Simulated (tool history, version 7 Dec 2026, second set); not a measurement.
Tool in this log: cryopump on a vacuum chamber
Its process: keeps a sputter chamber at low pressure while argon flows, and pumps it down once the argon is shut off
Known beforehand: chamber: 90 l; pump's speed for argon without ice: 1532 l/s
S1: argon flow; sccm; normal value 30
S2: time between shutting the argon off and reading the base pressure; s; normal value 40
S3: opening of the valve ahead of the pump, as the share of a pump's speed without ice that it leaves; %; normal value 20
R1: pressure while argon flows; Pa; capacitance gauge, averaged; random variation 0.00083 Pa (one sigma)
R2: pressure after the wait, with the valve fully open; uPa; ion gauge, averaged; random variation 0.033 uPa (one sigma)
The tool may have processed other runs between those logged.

run,day,S1,S2,S3,R1,R2
1,0.000,30,40,20,0.1796,2.48
# day 0.838: pump warmed up, emptied and cooled again
2,1.400,30,40,20,0.1666,2.21
3,2.933,30,40,20,0.1666,2.16
4,4.221,30,26,20,0.1666,3.00
5,5.188,30,26,20,0.1677,3.06
6,6.438,30,26,20,0.1668,3.02
7,7.842,30,26,20,0.1671,3.08
8,9.471,30,26,20,0.1661,3.04
9,10.875,30,40,20,0.1682,2.29
10,11.621,30,47,20,0.1672,2.01
11,13.183,30,40,20,0.1685,2.19
12,14.425,30,40,20,0.1682,2.29
13,16.062,30,40,20,0.1685,2.33
14,16.975,30,40,20,0.1689,2.26
15,17.900,30,40,20,0.1696,2.22
16,18.962,30,40,20,0.1681,2.29
17,20.062,30,40,30,0.1151,2.20
18,21.038,30,40,30,0.1150,2.23
19,21.775,30,40,44,0.0792,2.31
20,23.454,16,25,16,0.1133,3.17
21,24.929,16,25,16,0.1144,3.15
22,25.742,16,25,16,0.1139,3.19
23,27.250,16,25,16,0.1128,3.23
24,28.150,16,25,16,0.1133,3.13
25,29.688,16,25,16,0.1131,3.30
26,31.179,30,40,38,0.0944,2.44
27,32.883,30,113,38,0.0948,1.41
28,33.779,30,22,24,0.1435,3.54
29,34.546,30,115,20,0.1725,1.37
30,36.100,30,115,20,0.1730,1.38
31,36.938,25,20,19,0.1531,3.87
# day 37.979: leaking fittings of the chamber tightened, without venting
32,38.250,58,47,41,0.1726,1.63
33,39.750,58,47,41,0.1736,1.63

Subtracting, for every run, the result it would have given without the tool's unlogged condition from the measured result gives the following. The same run-to-run variation enters both numbers; the gauge's scatter may not:
Hidden conditions of the tool in this case: pump's speed, % of a pump's without ice; cold plate's temperature, K; leak into the chamber, uPa l/s; drift of the gauge itself on working_pa, %; drift of the gauge itself on base_upa, %.
run,R1,R2
1,+0.0144,+0.74
2,+0.0005,+0.46
3,+0.0007,+0.46
4,+0.0010,+0.48
5,+0.0011,+0.49
6,+0.0013,+0.49
7,+0.0016,+0.51
8,+0.0019,+0.51
9,+0.0021,+0.53
10,+0.0023,+0.52
11,+0.0026,+0.51
12,+0.0029,+0.54
13,+0.0032,+0.55
14,+0.0034,+0.55
15,+0.0035,+0.54
16,+0.0038,+0.56
17,+0.0040,+0.55
18,+0.0043,+0.56
19,+0.0044,+0.57
20,+0.0026,+0.58
21,+0.0028,+0.58
22,+0.0028,+0.59
23,+0.0030,+0.60
24,+0.0031,+0.60
25,+0.0033,+0.64
26,+0.0066,+0.66
27,+0.0070,+0.67
28,+0.0071,+0.64
29,+0.0074,+0.66
30,+0.0078,+0.67
31,+0.0067,+0.67
32,+0.0161,+0.11
33,+0.0170,+0.11
